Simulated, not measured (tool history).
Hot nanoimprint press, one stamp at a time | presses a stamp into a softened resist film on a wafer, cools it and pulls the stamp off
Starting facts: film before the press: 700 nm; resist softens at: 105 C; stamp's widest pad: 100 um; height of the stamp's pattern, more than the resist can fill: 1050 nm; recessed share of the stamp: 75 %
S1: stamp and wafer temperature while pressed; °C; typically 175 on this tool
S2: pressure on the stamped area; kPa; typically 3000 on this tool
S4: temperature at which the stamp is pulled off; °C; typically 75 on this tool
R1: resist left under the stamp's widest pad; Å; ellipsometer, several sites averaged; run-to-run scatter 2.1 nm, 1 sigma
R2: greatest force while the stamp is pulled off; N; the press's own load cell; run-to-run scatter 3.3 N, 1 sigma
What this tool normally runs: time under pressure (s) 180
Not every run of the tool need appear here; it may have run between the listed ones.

Run 1, hour 0: usual settings. Result: R1 3429 Å, R2 169 N.
Run 2, hour 24.4: usual settings. Result: R1 3419 Å, R2 162 N.
Run 3, hour 50.1: usual settings. Result: R1 3453 Å, R2 161 N.
Run 4, hour 74.5: usual settings. Result: R1 3429 Å, R2 158 N.
Run 5, hour 88.5: usual settings but S1 170 °C. Result: R1 4308 Å, R2 165 N.
Run 6, hour 109.6: usual settings but S1 170 °C. Result: R1 4283 Å, R2 161 N.
Run 7, hour 133.1: usual settings but S1 170 °C. Result: R1 4279 Å, R2 160 N.
Run 8, hour 159.8: usual settings but S1 170 °C. Result: R1 4297 Å, R2 159 N.
Run 9, hour 184.2: usual settings but S1 170 °C. Result: R1 4292 Å, R2 159 N.
Run 10, hour 203: usual settings but S1 170 °C. Result: R1 4304 Å, R2 162 N.
Run 11, hour 229.3: usual settings but S1 170 °C. Result: R1 4234 Å, R2 158 N.
Run 12, hour 246.7: usual settings but S4 73 °C. Result: R1 3421 Å, R2 164 N.
Run 13, hour 262.7: usual settings but S4 73 °C. Result: R1 3422 Å, R2 162 N.
Run 14, hour 287.6: usual settings but S2 3460 kPa. Result: R1 3255 Å, R2 159 N.
Run 15, hour 313.7: usual settings but S2 3460 kPa. Result: R1 3240 Å, R2 159 N.
Run 16, hour 340: usual settings. Result: R1 3455 Å, R2 165 N.
At hour 350.5: stamp cleaned and given a new release coat.
Run 17, hour 375.5: usual settings but S2 3270 kPa. Result: R1 3294 Å, R2 155 N.
Run 18, hour 401.1: usual settings but S1 165 °C, S2 3270 kPa. Result: R1 4994 Å, R2 164 N.
Run 19, hour 421.4: usual settings but S1 165 °C, S2 3270 kPa. Result: R1 5091 Å, R2 156 N.
Run 20, hour 448.3: usual settings but S1 170 °C, S2 2980 kPa, S4 74 °C. Result: R1 4312 Å, R2 157 N.
Run 21, hour 481.2: usual settings but S1 164 °C, S2 2320 kPa, time under pressure (s) 275, S4 69 °C. Result: R1 5189 Å, R2 177 N.
Run 22, hour 495.2: usual settings but S1 164 °C, S2 2320 kPa, time under pressure (s) 320, S4 69 °C. Result: R1 5070 Å, R2 170 N.
Run 23, hour 510.9: usual settings but S2 2490 kPa, time under pressure (s) 213, S4 60 °C. Result: R1 3515 Å, R2 199 N.
Run 24, hour 527.3: usual settings but S2 2490 kPa, time under pressure (s) 213, S4 60 °C. Result: R1 3489 Å, R2 192 N.
Run 25, hour 560.2: usual settings but S1 178 °C. Result: R1 2949 Å, R2 163 N.
Run 26, hour 583.5: usual settings but S1 170 °C, time under pressure (s) 153. Result: R1 4452 Å, R2 163 N.
Run 27, hour 612.1: usual settings but S1 163 °C, S2 4250 kPa, time under pressure (s) 234, S4 61 °C. Result: R1 4764 Å, R2 196 N.
Run 28, hour 632.8: usual settings but S1 163 °C, S2 4250 kPa, time under pressure (s) 234, S4 61 °C. Result: R1 4779 Å, R2 200 N.

The next listed run, before its measurement:
Run 29, hour 647.1: usual settings but S1 163 °C, S2 4250 kPa, time under pressure (s) 234, S4 61 °C. Result: R1 ?, R2 ?.

R1: 4755 Å
R2: 194 N
With the hidden condition absent and the run-to-run variation left alone, this run would have shown R1 4763 Å, R2 193 N.

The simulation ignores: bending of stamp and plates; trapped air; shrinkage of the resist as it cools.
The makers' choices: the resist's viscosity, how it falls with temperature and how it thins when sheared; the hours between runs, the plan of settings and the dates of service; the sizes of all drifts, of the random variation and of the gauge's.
